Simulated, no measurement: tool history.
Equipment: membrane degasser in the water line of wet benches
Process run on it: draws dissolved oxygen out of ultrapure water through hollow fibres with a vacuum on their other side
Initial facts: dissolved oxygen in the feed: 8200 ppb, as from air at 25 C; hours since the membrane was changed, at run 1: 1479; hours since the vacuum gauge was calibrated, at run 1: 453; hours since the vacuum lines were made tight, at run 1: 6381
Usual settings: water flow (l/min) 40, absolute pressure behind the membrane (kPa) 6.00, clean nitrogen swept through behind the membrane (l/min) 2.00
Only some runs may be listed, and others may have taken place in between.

run   hour  water flow (l/min)  absolute pressure behind the membrane (kPa)  clean nitrogen swept through behind the membrane (l/min)  hours since the membrane was changed  hours since the vacuum gauge was calibrated  hours since the vacuum lines were made tight  dissolved oxygen in the water behind the degasser (ppb)  pressure that the water loses in the fibres (kPa)
  1    0.0                  40                                         6.00                                                      2.00                                  1479                                          453                                          6381                                                    134.7                                              32.07
  2  127.1                  40                                         6.00                                                      2.47                                  1606                                          580                                          6508                                                    110.4                                              32.11
  3  232.1                  40                                         6.00                                                      2.47                                  1711                                          685                                          6613                                                    111.4                                              32.28
  4  353.7                  40                                         6.00                                                      2.47                                  1832                                          807                                          6735                                                    110.9                                              32.56
  5  458.7                  48                                         6.00                                                      2.00                                  1937                                          912                                          6840                                                    168.5                                              38.71
  6  551.3                  48                                         6.00                                                      2.00                                  2030                                         1004                                          6932                                                    167.5                                              39.08
  7  656.1                  40                                         5.81                                                      2.00                                  2135                                         1109                                          7037                                                    127.3                                              32.40
  8  727.0                  39                                        14.77                                                      4.03                                  2206                                         1180                                          7108                                                    266.9                                              31.40
  9  838.9                  39                                        14.77                                                      4.03                                  2318                                         1292                                          7220                                                    265.6                                              31.63
 10  961.7                  39                                        14.77                                                      4.03                                  2440                                         1415                                          7343                                                    266.7                                              31.88

Run 11 is up next; what results do you expect?
 11  1063.5                  35                                        14.77                                                      4.99                                  2542                                         1516                                          7444                                                        ?                                                  ?

{"run 11": {"dissolved oxygen in the water behind the degasser (ppb)": 201.1, "pressure that the water loses in the fibres (kPa)": 28.39}}
The same run, on a tool lacking any hidden state, would have yielded dissolved oxygen in the water behind the degasser (ppb) 197.2, pressure that the water loses in the fibres (kPa) 27.87.

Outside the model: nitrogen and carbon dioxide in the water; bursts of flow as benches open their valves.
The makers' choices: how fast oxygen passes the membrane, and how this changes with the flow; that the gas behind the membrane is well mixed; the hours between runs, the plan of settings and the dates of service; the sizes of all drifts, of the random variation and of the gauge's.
